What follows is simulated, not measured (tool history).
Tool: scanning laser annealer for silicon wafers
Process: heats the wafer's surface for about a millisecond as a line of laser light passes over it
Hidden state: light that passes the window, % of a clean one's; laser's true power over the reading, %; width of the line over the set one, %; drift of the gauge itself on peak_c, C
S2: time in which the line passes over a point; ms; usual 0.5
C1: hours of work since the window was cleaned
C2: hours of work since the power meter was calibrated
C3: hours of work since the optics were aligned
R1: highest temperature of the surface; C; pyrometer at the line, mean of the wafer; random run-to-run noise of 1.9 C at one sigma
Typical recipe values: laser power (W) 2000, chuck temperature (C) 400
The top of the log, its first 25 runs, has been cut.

{"run": 26, "hour": 580.9, "laser power (W)": 1737, "S2": 0.564, "chuck temperature (C)": 403, "C1": 83, "C2": 749, "C3": 607, "R1": 1062}
{"run": 27, "hour": 602.7, "laser power (W)": 1737, "S2": 0.581, "chuck temperature (C)": 403, "C1": 95, "C2": 761, "C3": 618, "R1": 1069}
{"run": 28, "hour": 636.1, "laser power (W)": 1737, "S2": 0.581, "chuck temperature (C)": 403, "C1": 112, "C2": 779, "C3": 636, "R1": 1071}
{"run": 29, "hour": 660.6, "laser power (W)": 1969, "S2": 0.36, "chuck temperature (C)": 399, "C1": 125, "C2": 792, "C3": 649, "R1": 1007}
{"run": 30, "hour": 692.6, "laser power (W)": 1969, "S2": 0.36, "chuck temperature (C)": 399, "C1": 143, "C2": 809, "C3": 666, "R1": 1005}
{"run": 31, "hour": 724.3, "laser power (W)": 1969, "S2": 0.36, "chuck temperature (C)": 395, "C1": 159, "C2": 825, "C3": 683, "R1": 1000}
{"run": 32, "hour": 740.9, "laser power (W)": 1969, "S2": 0.36, "chuck temperature (C)": 395, "C1": 168, "C2": 834, "C3": 692, "R1": 998}
{"run": 33, "hour": 762.6, "laser power (W)": 2000, "S2": 0.396, "chuck temperature (C)": 400, "C1": 180, "C2": 846, "C3": 703, "R1": 1040}
{"run": 34, "hour": 784.7, "laser power (W)": 2000, "S2": 0.396, "chuck temperature (C)": 400, "C1": 192, "C2": 858, "C3": 715, "R1": 1043}
{"run": 35, "hour": 816.2, "laser power (W)": 2000, "S2": 0.396, "chuck temperature (C)": 400, "C1": 208, "C2": 874, "C3": 732, "R1": 1039}
{"run": 36, "hour": 832.4, "laser power (W)": 2000, "S2": 0.396, "chuck temperature (C)": 400, "C1": 217, "C2": 883, "C3": 741, "R1": 1038}
{"run": 37, "hour": 860.4, "laser power (W)": 2000, "S2": 0.396, "chuck temperature (C)": 400, "C1": 232, "C2": 898, "C3": 755, "R1": 1038}

Consider 5 possible next runs. They are alternatives, not a sequence: every one starts from the tool as it was left by run 37. What does each give?
{"run": "A", "hour": 875.5, "laser power (W)": 2000, "S2": 0.5, "chuck temperature (C)": 370, "C1": 240, "C2": 906, "C3": 764, "R1": "?"}
{"run": "B", "hour": 875.5, "laser power (W)": 1998, "S2": 0.5, "chuck temperature (C)": 375, "C1": 240, "C2": 906, "C3": 764, "R1": "?"}
{"run": "C", "hour": 875.5, "laser power (W)": 1856, "S2": 0.396, "chuck temperature (C)": 424, "C1": 240, "C2": 906, "C3": 764, "R1": "?"}
{"run": "D", "hour": 875.5, "laser power (W)": 2000, "S2": 0.427, "chuck temperature (C)": 370, "C1": 240, "C2": 906, "C3": 764, "R1": "?"}
{"run": "E", "hour": 875.5, "laser power (W)": 1753, "S2": 0.555, "chuck temperature (C)": 400, "C1": 240, "C2": 906, "C3": 764, "R1": "?"}

run=A R1=1081
run=B R1=1085
run=C R1=1016
run=D R1=1029
run=E R1=1051
Take away the tool's hidden state, keep each run's random variation, and the runs would have read:
run=A R1=1102
run=B R1=1105
run=C R1=1033
run=D R1=1048
run=E R1=1070
